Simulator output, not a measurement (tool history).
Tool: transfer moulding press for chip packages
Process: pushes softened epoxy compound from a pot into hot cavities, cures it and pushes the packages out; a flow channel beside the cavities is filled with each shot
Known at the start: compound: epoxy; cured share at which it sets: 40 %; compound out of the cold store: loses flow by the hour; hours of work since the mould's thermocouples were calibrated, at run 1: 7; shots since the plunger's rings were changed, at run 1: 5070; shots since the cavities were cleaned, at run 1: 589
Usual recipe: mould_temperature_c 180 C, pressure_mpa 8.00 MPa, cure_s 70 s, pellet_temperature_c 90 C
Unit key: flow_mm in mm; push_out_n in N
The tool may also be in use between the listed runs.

| run | hour | mould_temperature_c | pressure_mpa | cure_s | pellet_temperature_c | hours of work since the mould's thermocouples were calibrated | shots since the plunger's rings were changed | shots since the cavities were cleaned | incoming compound's hours out of the cold store | flow_mm | push_out_n |
|---|---|---|---|---|---|---|---|---|---|---|---|
| 1 | 0.0 | 180 | 8.00 | 70 | 90 | 7 | 5070 | 589 | 12.7 | 886 | 1032 |
| 2 | 8.7 | 180 | 8.00 | 70 | 90 | 11 | 5168 | 687 | 29.6 | 810 | 971 |
| 3 | 17.8 | 183 | 8.00 | 70 | 90 | 15 | 5270 | 789 | 32.4 | 786 | 876 |
| 4 | 24.9 | 183 | 8.00 | 70 | 90 | 18 | 5351 | 870 | 27.4 | 794 | 917 |
|  | 29.2 | cavities cleaned with cleaning compound and waxed |
| 5 | 38.2 | 183 | 8.00 | 70 | 90 | 23 | 5484 | 101 | 31.7 | 788 | 1018 |
| 6 | 48.8 | 183 | 8.00 | 70 | 90 | 28 | 5604 | 221 | 32.4 | 791 | 997 |
| 7 | 56.1 | 180 | 8.00 | 70 | 90 | 31 | 5686 | 303 | 38.1 | 779 | 1173 |
| 8 | 69.0 | 180 | 7.77 | 70 | 90 | 37 | 5831 | 448 | 23.9 | 816 | 1219 |
| 9 | 81.6 | 180 | 7.77 | 70 | 90 | 42 | 5974 | 591 | 27.6 | 792 | 1137 |
| 10 | 88.7 | 180 | 7.77 | 70 | 90 | 45 | 6054 | 671 | 42.6 | 747 | 1183 |
| 11 | 97.9 | 180 | 7.77 | 70 | 90 | 49 | 6157 | 774 | 18.1 | 841 | 1226 |
|  | 104.3 | cavities cleaned with cleaning compound and waxed, once more |
| 12 | 104.6 | 180 | 7.77 | 70 | 90 | 52 | 6216 | 3 | 37.1 | 775 | 627 |
|  | 112.2 | plunger's sealing rings changed |
| 13 | 118.7 | 180 | 9.72 | 70 | 90 | 57 | 74 | 134 | 46.5 | 875 | 724 |
| 14 | 125.3 | 183 | 8.00 | 54 | 88 | 60 | 149 | 209 | 47.7 | 775 | 1121 |
| 15 | 131.4 | 187 | 8.70 | 94 | 90 | 62 | 218 | 278 | 12.8 | 928 | 568 |
| 16 | 136.8 | 179 | 6.48 | 70 | 90 | 65 | 278 | 338 | 31.8 | 760 | 899 |
| 17 | 148.7 | 179 | 6.48 | 70 | 90 | 70 | 413 | 473 | 44.5 | 714 | 947 |
| 18 | 154.9 | 187 | 6.83 | 95 | 96 | 73 | 483 | 543 | 33.2 | 728 | 668 |
| 19 | 167.2 | 184 | 6.98 | 87 | 94 | 78 | 622 | 682 | 33.8 | 764 | 700 |
| 20 | 178.9 | 184 | 6.98 | 87 | 94 | 83 | 754 | 814 | 44.8 | 717 | 722 |
|  | 187.8 | cavities cleaned with cleaning compound and waxed |
| 21 | 190.3 | 184 | 6.98 | 87 | 94 | 88 | 866 | 29 | 14.1 | 834 | 474 |
| 22 | 198.2 | 178 | 6.82 | 98 | 94 | 91 | 954 | 117 | 31.7 | 786 | 547 |
| 23 | 210.3 | 178 | 6.82 | 98 | 94 | 97 | 1091 | 254 | 30.6 | 786 | 578 |
| 24 | 222.7 | 179 | 8.00 | 70 | 90 | 102 | 1231 | 394 | 16.3 | 908 | 1021 |
| 25 | 230.4 | 180 | 8.27 | 67 | 85 | 105 | 1318 | 481 | 18.9 | 892 | 1130 |

Consider 5 possible next runs. They are alternatives, not a sequence: every one starts from the tool as it was left by run 25. What does each give?
| A | 241.8 | 174 | 8.00 | 70 | 92 | 110 | 1446 | 609 | 24.3 | ? | ? |
| B | 241.8 | 179 | 8.00 | 104 | 84 | 110 | 1446 | 609 | 42.7 | ? | ? |
| C | 241.8 | 183 | 6.75 | 86 | 90 | 110 | 1446 | 609 | 18.5 | ? | ? |
| D | 241.8 | 174 | 9.39 | 70 | 94 | 110 | 1446 | 609 | 41.2 | ? | ? |
| E | 241.8 | 180 | 8.27 | 67 | 90 | 110 | 1446 | 609 | 39.3 | ? | ? |

| run | flow_mm | push_out_n |
|---|---|---|
| A | 890 | 1550 |
| B | 800 | 696 |
| C | 800 | 724 |
| D | 895 | 1352 |
| E | 817 | 1039 |
With no hidden state in the tool, these same runs would have given:
| run | flow_mm | push_out_n |
|---|---|---|
| A | 905 | 1047 |
| B | 813 | 456 |
| C | 814 | 474 |
| D | 911 | 912 |
| E | 831 | 701 |
